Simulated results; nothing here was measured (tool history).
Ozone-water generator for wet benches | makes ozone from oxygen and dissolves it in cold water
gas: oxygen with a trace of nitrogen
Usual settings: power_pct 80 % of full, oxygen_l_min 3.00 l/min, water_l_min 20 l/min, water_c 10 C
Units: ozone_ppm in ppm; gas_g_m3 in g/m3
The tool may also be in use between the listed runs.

run	hour	power_pct	oxygen_l_min	water_l_min	water_c	ozone_ppm	gas_g_m3
1	0.0	80	3.00	20	10	14.5	163.3
2	88.8	80	3.00	20	10	14.4	163.5
3	167.4	80	3.00	20	10	14.4	163.9
4	249.8	80	3.00	29	10	10.1	162.9
5	372.9	82	3.00	20	10	14.4	166.4
6	484.4	80	3.00	20	10	14.4	162.4
7	619.9	80	3.00	20	10	14.3	162.9
8	771.2	80	3.00	21	10	13.7	163.6
9	928.0	80	3.48	20	10	14.7	147.4
10	1029.4	80	3.00	20	10	14.1	163.2
11	1102.5	80	3.00	20	10	14.1	162.8
12	1259.9	80	3.00	20	10	14.0	161.8
13	1370.0	80	3.00	20	10	14.3	161.1
14	1463.2	80	3.00	20	10	14.2	162.0
15	1530.9	80	3.00	20	10	14.1	162.5
16	1608.7	77	3.00	20	11	13.5	157.7
17	1766.1	55	2.21	15	8	13.0	142.4
18	1919.7	74	3.00	31	16	8.4	149.6
19	2008.9	49	2.81	17	11	10.3	110.1
20	2086.9	49	4.36	17	6	11.2	82.6
21	2243.3	52	1.57	21	6	8.4	167.7
22	2377.8	54	3.05	15	6	13.2	112.5
23	2532.5	54	3.05	15	6	13.2	113.0
24	2681.4	80	3.00	22	11	12.6	158.6
25	2768.9	94	3.00	20	7	16.3	182.7
26	2916.7	94	3.00	20	7	16.2	183.8

The same runs without the tool's hidden state, with the same run-to-run variation:
The hidden state here: yield of the discharge, % of new electrodes'; contactor's efficiency, % of a clean one's; true water temperature over the reading, C; drift of the gauge itself on ozone_ppm, %; drift of the gauge itself on gas_g_m3, %.
run	ozone_ppm	gas_g_m3
1	14.9	166.6
2	14.9	166.9
3	14.9	167.4
4	10.5	166.6
5	15.0	170.4
6	15.0	166.3
7	14.8	167.1
8	14.2	168.0
9	15.3	151.5
10	14.7	167.8
11	14.8	167.6
12	14.6	166.7
13	15.0	166.2
14	14.9	167.2
15	14.8	167.8
16	14.2	162.8
17	13.5	145.8
18	8.9	154.7
19	10.8	112.6
20	11.7	84.4
21	8.8	171.9
22	13.8	115.5
23	13.8	116.2
24	13.4	165.2
25	17.5	191.5
26	17.4	192.9

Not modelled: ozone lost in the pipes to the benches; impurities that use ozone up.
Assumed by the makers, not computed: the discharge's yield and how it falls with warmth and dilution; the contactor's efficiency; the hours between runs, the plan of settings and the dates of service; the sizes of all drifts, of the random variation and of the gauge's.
